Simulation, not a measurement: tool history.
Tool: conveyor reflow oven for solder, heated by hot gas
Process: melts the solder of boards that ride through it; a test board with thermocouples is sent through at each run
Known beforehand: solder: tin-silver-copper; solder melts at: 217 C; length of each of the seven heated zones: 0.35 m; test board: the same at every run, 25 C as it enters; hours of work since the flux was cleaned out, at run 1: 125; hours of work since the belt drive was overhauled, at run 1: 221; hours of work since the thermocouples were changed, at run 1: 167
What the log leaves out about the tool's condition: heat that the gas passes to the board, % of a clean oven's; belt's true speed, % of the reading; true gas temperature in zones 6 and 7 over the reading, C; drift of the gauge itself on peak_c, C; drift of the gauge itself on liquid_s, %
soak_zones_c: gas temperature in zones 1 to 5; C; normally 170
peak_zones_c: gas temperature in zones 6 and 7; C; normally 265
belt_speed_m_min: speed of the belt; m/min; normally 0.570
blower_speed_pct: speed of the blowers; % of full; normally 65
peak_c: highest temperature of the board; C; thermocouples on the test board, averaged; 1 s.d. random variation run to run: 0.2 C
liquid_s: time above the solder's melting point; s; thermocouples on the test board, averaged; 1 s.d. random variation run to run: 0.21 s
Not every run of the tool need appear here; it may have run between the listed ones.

| run | hour | soak_zones_c | peak_zones_c | belt_speed_m_min | blower_speed_pct | hours of work since the flux was cleaned out | hours of work since the belt drive was overhauled | hours of work since the thermocouples were changed | peak_c | liquid_s |
|---|---|---|---|---|---|---|---|---|---|---|
| 1 | 0.0 | 170 | 265 | 0.570 | 65 | 125 | 221 | 167 | 248.0 | 50.3 |
| 2 | 46.3 | 170 | 265 | 0.570 | 65 | 144 | 240 | 186 | 247.7 | 50.1 |
| 3 | 79.6 | 170 | 265 | 0.570 | 65 | 157 | 253 | 199 | 247.6 | 50.4 |
| 4 | 131.5 | 170 | 265 | 0.570 | 65 | 178 | 275 | 220 | 248.1 | 50.5 |
| 5 | 175.0 | 159 | 265 | 0.570 | 65 | 196 | 292 | 238 | 245.8 | 44.9 |
| 6 | 216.0 | 163 | 265 | 0.570 | 65 | 213 | 309 | 254 | 247.0 | 47.2 |
| 7 | 265.3 | 170 | 265 | 0.570 | 65 | 233 | 329 | 274 | 247.6 | 50.2 |
| 8 | 294.1 | 170 | 265 | 0.570 | 65 | 244 | 340 | 286 | 247.6 | 50.2 |
|  | 321.7 | flux residue cleaned out of gas plates and filters |
| 9 | 329.7 | 170 | 265 | 0.570 | 65 | 3 | 353 | 298 | 248.1 | 50.3 |
| 10 | 372.5 | 175 | 265 | 0.570 | 60 | 21 | 370 | 316 | 247.2 | 50.7 |
| 11 | 430.2 | 175 | 265 | 0.644 | 88 | 44 | 394 | 339 | 251.9 | 49.7 |
| 12 | 455.7 | 175 | 265 | 0.644 | 88 | 54 | 404 | 350 | 252.2 | 49.7 |
| 13 | 479.9 | 175 | 265 | 0.644 | 88 | 64 | 414 | 359 | 252.1 | 49.4 |
| 14 | 531.4 | 175 | 265 | 0.644 | 88 | 85 | 435 | 380 | 251.9 | 49.5 |
| 15 | 576.8 | 170 | 277 | 0.565 | 65 | 103 | 453 | 399 | 258.6 | 57.8 |
| 16 | 625.8 | 156 | 277 | 0.565 | 65 | 123 | 473 | 419 | 255.9 | 52.3 |
| 17 | 681.1 | 170 | 265 | 0.606 | 65 | 146 | 495 | 441 | 246.3 | 45.2 |

Predict each of these 4 candidate next runs independently; none follows another, all start after run 17:
| A | 730.8 | 160 | 265 | 0.606 | 65 | 166 | 516 | 461 | ? | ? |
| B | 730.8 | 170 | 279 | 0.606 | 65 | 166 | 516 | 461 | ? | ? |
| C | 730.8 | 156 | 260 | 0.562 | 65 | 166 | 516 | 461 | ? | ? |
| D | 730.8 | 182 | 276 | 0.544 | 65 | 166 | 516 | 461 | ? | ? |

| run | peak_c | liquid_s |
|---|---|---|
| A | 243.8 | 40.4 |
| B | 257.5 | 52.7 |
| C | 241.7 | 41.4 |
| D | 260.8 | 66.0 |
What these runs would have given with no unlogged condition in the tool:
| run | peak_c | liquid_s |
|---|---|---|
| A | 243.8 | 40.4 |
| B | 257.5 | 52.7 |
| C | 241.7 | 41.4 |
| D | 260.8 | 66.0 |

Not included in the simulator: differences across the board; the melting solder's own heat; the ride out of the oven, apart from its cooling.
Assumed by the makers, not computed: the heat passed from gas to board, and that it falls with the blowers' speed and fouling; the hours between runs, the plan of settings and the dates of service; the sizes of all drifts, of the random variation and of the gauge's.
